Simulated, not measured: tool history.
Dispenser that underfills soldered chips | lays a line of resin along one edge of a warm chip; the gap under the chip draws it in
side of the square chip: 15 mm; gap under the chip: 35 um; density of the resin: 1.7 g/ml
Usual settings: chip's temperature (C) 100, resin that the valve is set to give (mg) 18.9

run,day,chip's temperature (C),resin that the valve is set to give (mg),time until the resin shows at the far edge (s),resin that the valve gave (mg)
1,0.000,100,18.9,466.6,18.66
# day 0.275: new syringe of resin
2,0.317,100,18.9,469.2,18.49
# day 0.612: new syringe of resin
3,0.650,100,18.9,465.6,18.57
# day 0.767: dispensing valve cleaned and set on the balance
# day 0.992: new syringe of resin
4,1.012,100,18.9,454.9,18.78
5,1.258,100,18.9,565.6,18.79
# day 1.325: new syringe of resin
6,1.592,100,18.9,577.9,18.78
# day 1.658: new syringe of resin
7,1.792,100,18.9,505.3,18.71
# day 2.000: new syringe of resin
8,2.133,100,18.9,523.7,18.70
# day 2.329: new syringe of resin
9,2.358,98,20.3,492.5,20.19
10,2.542,100,19.6,559.6,19.42
# day 2.654: new syringe of resin
11,2.896,100,19.6,573.2,19.19
# day 2.996: new syringe of resin
12,3.229,100,19.6,570.0,19.29
# day 3.338: new syringe of resin
13,3.392,88,23.7,665.4,23.29
14,3.583,88,23.7,810.8,23.21
# day 3.675: new syringe of resin
15,3.879,88,23.7,782.2,23.27

Forecast each of these 3 alternatives for the next run:
# day 4.017: new syringe of resin
A,4.083,88,18.5,?,?
# day 4.017: new syringe of resin
B,4.083,107,16.2,?,?
# day 4.017: new syringe of resin
C,4.083,104,18.9,?,?

run,time until the resin shows at the far edge (s),resin that the valve gave (mg)
A,713.3,18.15
B,403.2,15.81
C,417.3,18.34
Without the tool's hidden state the same runs would have given:
run,time until the resin shows at the far edge (s),resin that the valve gave (mg)
A,635.2,18.57
B,359.9,16.17
C,373.9,18.77

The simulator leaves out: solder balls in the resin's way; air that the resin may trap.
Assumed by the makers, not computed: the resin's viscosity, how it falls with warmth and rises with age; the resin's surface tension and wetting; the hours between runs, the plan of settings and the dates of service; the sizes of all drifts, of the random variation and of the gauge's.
